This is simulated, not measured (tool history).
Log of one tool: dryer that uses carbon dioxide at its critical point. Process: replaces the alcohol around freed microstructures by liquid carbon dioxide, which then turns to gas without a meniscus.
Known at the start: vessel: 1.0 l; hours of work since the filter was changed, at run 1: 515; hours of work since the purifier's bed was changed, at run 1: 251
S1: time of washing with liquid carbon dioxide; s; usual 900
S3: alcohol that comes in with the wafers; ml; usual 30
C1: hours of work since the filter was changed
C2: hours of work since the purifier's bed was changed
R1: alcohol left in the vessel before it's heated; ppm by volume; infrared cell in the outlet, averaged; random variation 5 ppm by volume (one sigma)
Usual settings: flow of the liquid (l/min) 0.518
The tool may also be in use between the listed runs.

run 1 day=0.000 | S1=900 flow_of_the_liquid_(l/min)=0.518 S3=30 | C1=515 C2=251 | R1=139
run 2 day=0.483 | S1=900 flow_of_the_liquid_(l/min)=0.518 S3=30 | C1=520 C2=257 | R1=150
run 3 day=1.058 | S1=900 flow_of_the_liquid_(l/min)=0.518 S3=50 | C1=527 C2=263 | R1=220
run 4 day=1.683 | S1=900 flow_of_the_liquid_(l/min)=0.518 S3=50 | C1=534 C2=270 | R1=232
run 5 day=2.192 | S1=900 flow_of_the_liquid_(l/min)=0.518 S3=50 | C1=539 C2=276 | R1=241
run 6 day=2.717 | S1=900 flow_of_the_liquid_(l/min)=0.518 S3=50 | C1=545 C2=281 | R1=242
run 7 day=3.042 | S1=900 flow_of_the_liquid_(l/min)=0.419 S3=50 | C1=548 C2=285 | R1=673
run 8 day=3.417 | S1=720 flow_of_the_liquid_(l/min)=0.522 S3=104 | C1=553 C2=289 | R1=1322
run 9 day=3.858 | S1=720 flow_of_the_liquid_(l/min)=0.522 S3=104 | C1=557 C2=294 | R1=1315
run 10 day=4.379 | S1=720 flow_of_the_liquid_(l/min)=0.522 S3=104 | C1=563 C2=299 | R1=1342
-- day=4.762 inlet filter changed
run 11 day=5.000 | S1=720 flow_of_the_liquid_(l/min)=0.518 S3=119 | C1=3 C2=306 | R1=638
run 12 day=5.383 | S1=540 flow_of_the_liquid_(l/min)=0.381 S3=30 | C1=7 C2=310 | R1=1735
run 13 day=6.004 | S1=1140 flow_of_the_liquid_(l/min)=0.495 S3=86 | C1=14 C2=317 | R1=59
run 14 day=6.592 | S1=1140 flow_of_the_liquid_(l/min)=0.495 S3=86 | C1=20 C2=323 | R1=67

Measured less the same run without the tool's hidden state. The same run-to-run variation is in both; the gauge's scatter may not be:
The hidden state here: flow that reaches the vessel past the clogged filter, %; alcohol in the recycled carbon dioxide, ppm; drift of the gauge itself on alcohol_ppm, %.
run=1 R1=+99
run=2 R1=+101
run=3 R1=+153
run=4 R1=+161
run=5 R1=+167
run=6 R1=+165
run=7 R1=+415
run=8 R1=+816
run=9 R1=+820
run=10 R1=+839
run=11 R1=+29
run=12 R1=+40
run=13 R1=+23
run=14 R1=+25
